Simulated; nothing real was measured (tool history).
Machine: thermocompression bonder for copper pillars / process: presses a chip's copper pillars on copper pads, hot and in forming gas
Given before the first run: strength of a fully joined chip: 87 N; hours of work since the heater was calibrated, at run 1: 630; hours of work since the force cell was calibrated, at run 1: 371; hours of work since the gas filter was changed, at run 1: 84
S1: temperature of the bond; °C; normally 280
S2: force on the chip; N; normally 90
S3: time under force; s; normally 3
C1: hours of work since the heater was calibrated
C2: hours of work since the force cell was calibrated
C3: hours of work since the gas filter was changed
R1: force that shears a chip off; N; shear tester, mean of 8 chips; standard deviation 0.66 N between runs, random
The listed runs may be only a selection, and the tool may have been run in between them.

| run | day | S1 | S2 | S3 | C1 | C2 | C3 | R1 |
|---|---|---|---|---|---|---|---|---|
| 1 | 0.000 | 280 | 90 | 3 | 630 | 371 | 84 | 56.6 |
| 2 | 2.242 | 280 | 90 | 3 | 663 | 403 | 117 | 55.0 |
| 3 | 5.029 | 280 | 90 | 3 | 703 | 444 | 157 | 53.9 |
| 4 | 8.683 | 280 | 90 | 3 | 756 | 497 | 211 | 53.1 |
| 5 | 11.554 | 280 | 90 | 5 | 798 | 538 | 252 | 59.5 |
| 6 | 14.300 | 280 | 64 | 3 | 838 | 578 | 292 | 45.3 |
|  | 15.412 | forming gas filter changed |
|  | 17.392 | heater calibrated with a thermocouple chip |
| 7 | 18.412 | 280 | 64 | 3 | 15 | 636 | 42 | 44.1 |
| 8 | 20.804 | 292 | 90 | 3 | 50 | 671 | 77 | 58.1 |
| 9 | 23.946 | 292 | 90 | 3 | 95 | 717 | 123 | 58.0 |
| 10 | 27.462 | 292 | 90 | 3 | 146 | 768 | 174 | 56.3 |
| 11 | 30.738 | 280 | 90 | 3 | 194 | 815 | 221 | 51.6 |
| 12 | 33.208 | 280 | 90 | 8 | 230 | 851 | 257 | 65.0 |
| 13 | 35.238 | 273 | 90 | 8 | 259 | 881 | 287 | 58.8 |
|  | 36.796 | forming gas filter changed |
| 14 | 38.354 | 273 | 90 | 8 | 304 | 926 | 23 | 66.1 |
| 15 | 41.762 | 273 | 61 | 8 | 354 | 975 | 72 | 58.5 |
| 16 | 43.767 | 273 | 61 | 8 | 383 | 1004 | 101 | 58.4 |
| 17 | 47.358 | 273 | 76 | 8 | 435 | 1057 | 153 | 61.1 |
| 18 | 49.179 | 280 | 90 | 3 | 461 | 1083 | 180 | 53.5 |
| 19 | 51.288 | 280 | 90 | 3 | 492 | 1114 | 210 | 52.2 |
| 20 | 55.471 | 280 | 90 | 3 | 553 | 1174 | 271 | 51.8 |
| 21 | 57.688 | 280 | 90 | 3 | 585 | 1207 | 303 | 49.8 |
|  | 58.096 | forming gas filter changed |
| 22 | 61.962 | 271 | 87 | 2 | 647 | 1268 | 56 | 44.8 |
| 23 | 64.467 | 300 | 59 | 2 | 683 | 1305 | 93 | 46.8 |
| 24 | 67.629 | 300 | 59 | 2 | 729 | 1351 | 139 | 45.8 |
| 25 | 69.446 | 284 | 59 | 5 | 755 | 1377 | 165 | 54.2 |
| 26 | 72.967 | 284 | 59 | 5 | 807 | 1428 | 216 | 52.6 |
| 27 | 76.829 | 284 | 59 | 5 | 863 | 1484 | 272 | 52.4 |
|  | 78.458 | heater calibrated with a thermocouple chip |
| 28 | 79.121 | 284 | 59 | 5 | 10 | 1516 | 304 | 48.3 |
|  | 79.471 | forming gas filter changed |
| 29 | 82.704 | 270 | 82 | 6 | 61 | 1568 | 47 | 58.3 |
| 30 | 84.612 | 290 | 133 | 2 | 89 | 1596 | 75 | 58.8 |
| 31 | 86.371 | 290 | 60 | 4 | 115 | 1621 | 100 | 52.0 |
| 32 | 90.258 | 299 | 80 | 3 | 171 | 1678 | 157 | 55.1 |
| 33 | 92.312 | 299 | 80 | 3 | 201 | 1708 | 186 | 55.8 |
| 34 | 95.538 | 299 | 80 | 3 | 248 | 1755 | 233 | 54.9 |
| 35 | 99.683 | 299 | 80 | 3 | 308 | 1815 | 294 | 53.6 |
|  | 100.946 | forming gas filter changed |
| 36 | 101.942 | 263 | 98 | 3 | 340 | 1847 | 14 | 49.0 |
| 37 | 106.154 | 254 | 134 | 3 | 402 | 1909 | 76 | 51.8 |
| 38 | 108.075 | 254 | 134 | 3 | 430 | 1936 | 104 | 51.9 |
| 39 | 110.792 | 280 | 90 | 2 | 469 | 1976 | 143 | 45.9 |

Below, some changes in R1 between adjacent runs. For each, the amount present without the hidden state too (settings, incoming material, random variation) and the amount remaining for the hidden state with gauge scatter not shared by both compared results:
The tool's hidden condition here consists of: true temperature of the bond over the reading, C; force that reaches the chip, % of what is set; oxide that the forming gas leaves, % of the face; drift of the gauge itself on shear_n, %.
Run 5 -> 6: S2 90 -> 64, S3 5 -> 3. R1 -14.2 N: hidden state +0.7, all else -14.9.
Run 7 -> 8: S1 280 -> 292, S2 64 -> 90. R1 +14.0 N: hidden state -0.7, all else +14.7.
Run 11 -> 12: S3 3 -> 8. R1 +13.4 N: hidden state -2.1, all else +15.5.
Run 13 -> 14: forming gas filter changed. R1 +7.3 N: hidden state +6.1, all else +1.2.
Run 21 -> 22: S1 280 -> 271, S2 90 -> 87, S3 3 -> 2, forming gas filter changed. R1 -5.0 N: hidden state +5.2, all else -10.2.
Run 35 -> 36: S1 299 -> 263, S2 80 -> 98, forming gas filter changed. R1 -4.6 N: hidden state +5.8, all else -10.4.
